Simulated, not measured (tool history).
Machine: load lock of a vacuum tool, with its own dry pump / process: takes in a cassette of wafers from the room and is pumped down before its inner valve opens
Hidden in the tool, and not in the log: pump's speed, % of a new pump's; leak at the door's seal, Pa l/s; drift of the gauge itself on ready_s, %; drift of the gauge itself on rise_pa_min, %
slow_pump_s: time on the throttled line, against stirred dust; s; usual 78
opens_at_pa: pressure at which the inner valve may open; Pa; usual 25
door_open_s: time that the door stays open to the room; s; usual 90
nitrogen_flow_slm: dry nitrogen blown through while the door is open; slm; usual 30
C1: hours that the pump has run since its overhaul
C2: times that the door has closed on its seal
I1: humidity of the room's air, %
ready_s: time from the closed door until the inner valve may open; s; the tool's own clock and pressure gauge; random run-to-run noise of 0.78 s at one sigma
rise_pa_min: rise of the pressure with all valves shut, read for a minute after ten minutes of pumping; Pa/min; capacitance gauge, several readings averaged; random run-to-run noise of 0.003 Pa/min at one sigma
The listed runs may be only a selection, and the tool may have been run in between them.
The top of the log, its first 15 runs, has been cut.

Run 16, hour 3235.5: usual settings but nitrogen_flow_slm 28 slm; C1 7634; C2 5081; I1 45.1. Result: ready_s 130.6 s, rise_pa_min 0.079 Pa/min.
Run 17, hour 3421.9: usual settings but nitrogen_flow_slm 28 slm; C1 7821; C2 5636; I1 46.3. Result: ready_s 130.1 s, rise_pa_min 0.090 Pa/min.
Run 18, hour 3624.3: usual settings; C1 8023; C2 6239; I1 44.5. Result: ready_s 131.3 s, rise_pa_min 0.088 Pa/min.
Run 19, hour 3830.1: usual settings but slow_pump_s 147 s, opens_at_pa 40 Pa, door_open_s 65 s, nitrogen_flow_slm 10 slm; C1 8229; C2 6852; I1 48.0. Result: ready_s 179.3 s, rise_pa_min 0.105 Pa/min.
Run 20, hour 4102.6: usual settings but slow_pump_s 147 s, opens_at_pa 19 Pa, door_open_s 191 s, nitrogen_flow_slm 10 slm; C1 8501; C2 7664; I1 44.2. Result: ready_s 184.8 s, rise_pa_min 0.143 Pa/min.
Run 21, hour 4263.2: usual settings but slow_pump_s 48 s, door_open_s 188 s, nitrogen_flow_slm 26 slm; C1 8662; C2 8142; I1 47.0. Result: ready_s 109.9 s, rise_pa_min 0.126 Pa/min.
Run 22, hour 4530.6: usual settings but opens_at_pa 39 Pa; C1 8929; C2 8938; I1 42.7. Result: ready_s 129.5 s, rise_pa_min 0.116 Pa/min.
Run 23, hour 4824.0: usual settings but slow_pump_s 108 s, opens_at_pa 39 Pa, door_open_s 45 s, nitrogen_flow_slm 26 slm; C1 9223; C2 9812; I1 46.2. Result: ready_s 150.8 s, rise_pa_min 0.121 Pa/min.
At hour 4868.1: dry pump taken out, an overhauled one fitted.
Run 24, hour 5023.6: usual settings but door_open_s 96 s, nitrogen_flow_slm 11 slm; C1 156; C2 10389; I1 48.5. Result: ready_s 119.8 s, rise_pa_min 0.163 Pa/min.
Run 25, hour 5330.2: usual settings but door_open_s 96 s, nitrogen_flow_slm 11 slm; C1 462; C2 11302; I1 44.8. Result: ready_s 120.8 s, rise_pa_min 0.174 Pa/min.
Run 26, hour 5575.3: usual settings but door_open_s 233 s, nitrogen_flow_slm 31 slm; C1 707; C2 12032; I1 46.3. Result: ready_s 121.5 s, rise_pa_min 0.180 Pa/min.
Run 27, hour 5766.7: usual settings but slow_pump_s 109 s, opens_at_pa 33 Pa, door_open_s 120 s, nitrogen_flow_slm 8 slm; C1 899; C2 12602; I1 49.1. Result: ready_s 142.4 s, rise_pa_min 0.211 Pa/min.
Run 28, hour 5946.2: usual settings but door_open_s 54 s; C1 1078; C2 13137; I1 45.9. Result: ready_s 120.1 s, rise_pa_min 0.172 Pa/min.
Run 29, hour 6219.2: usual settings but door_open_s 43 s, nitrogen_flow_slm 28 slm; C1 1351; C2 13950; I1 45.8. Result: ready_s 121.3 s, rise_pa_min 0.182 Pa/min.
Run 30, hour 6372.0: usual settings but door_open_s 43 s, nitrogen_flow_slm 28 slm; C1 1504; C2 14405; I1 44.7. Result: ready_s 122.0 s, rise_pa_min 0.185 Pa/min.
Run 31, hour 6541.5: usual settings but slow_pump_s 75 s, opens_at_pa 28 Pa, door_open_s 43 s, nitrogen_flow_slm 7 slm; C1 1673; C2 14910; I1 43.7. Result: ready_s 117.9 s, rise_pa_min 0.212 Pa/min.
Run 32, hour 6699.5: usual settings but slow_pump_s 75 s, opens_at_pa 28 Pa, door_open_s 43 s, nitrogen_flow_slm 6 slm; C1 1831; C2 15381; I1 42.2. Result: ready_s 118.8 s, rise_pa_min 0.226 Pa/min.
Run 33, hour 6991.0: usual settings but slow_pump_s 75 s, opens_at_pa 28 Pa, door_open_s 43 s, nitrogen_flow_slm 6 slm; C1 2123; C2 16249; I1 41.7. Result: ready_s 118.9 s, rise_pa_min 0.235 Pa/min.
Run 34, hour 7294.4: usual settings but slow_pump_s 156 s, opens_at_pa 24 Pa, door_open_s 43 s, nitrogen_flow_slm 6 slm; C1 2426; C2 17153; I1 44.3. Result: ready_s 182.0 s, rise_pa_min 0.253 Pa/min.
Run 35, hour 7514.0: usual settings but nitrogen_flow_slm 10 slm; C1 2646; C2 17807; I1 44.0. Result: ready_s 124.0 s, rise_pa_min 0.275 Pa/min.
Run 36, hour 7823.7: usual settings but opens_at_pa 18 Pa, door_open_s 131 s, nitrogen_flow_slm 6 slm; C1 2956; C2 18729; I1 43.6. Result: ready_s 126.8 s, rise_pa_min 0.310 Pa/min.

Each row is a separate what-if for the run after 36, all from the same tool condition, not one after another. Results?
Run A, hour 8055.0: usual settings but opens_at_pa 18 Pa, door_open_s 131 s, nitrogen_flow_slm 6 slm; C1 3187; C2 19418; I1 44.4. Result: ready_s ?, rise_pa_min ?.
Run B, hour 8055.0: usual settings but slow_pump_s 59 s, door_open_s 154 s; C1 3187; C2 19418; I1 41.8. Result: ready_s ?, rise_pa_min ?.
Run C, hour 8055.0: usual settings but slow_pump_s 80 s, opens_at_pa 44 Pa, door_open_s 131 s, nitrogen_flow_slm 33 slm; C1 3187; C2 19418; I1 40.9. Result: ready_s ?, rise_pa_min ?.
Run D, hour 8055.0: usual settings but opens_at_pa 18 Pa, door_open_s 119 s, nitrogen_flow_slm 6 slm; C1 3187; C2 19418; I1 45.8. Result: ready_s ?, rise_pa_min ?.
Run E, hour 8055.0: usual settings but nitrogen_flow_slm 20 slm; C1 3187; C2 19418; I1 46.8. Result: ready_s ?, rise_pa_min ?.

run  ready_s  rise_pa_min
  A    125.9        0.325
  B    108.1        0.294
  C    120.8        0.284
  D    126.6        0.332
  E    122.5        0.290
The same runs, with their run-to-run variation unchanged, on a tool lacking any hidden condition would have given:
run  ready_s  rise_pa_min
  A    122.0        0.075
  B    104.0        0.045
  C    117.5        0.036
  D    122.7        0.079
  E    118.9        0.045
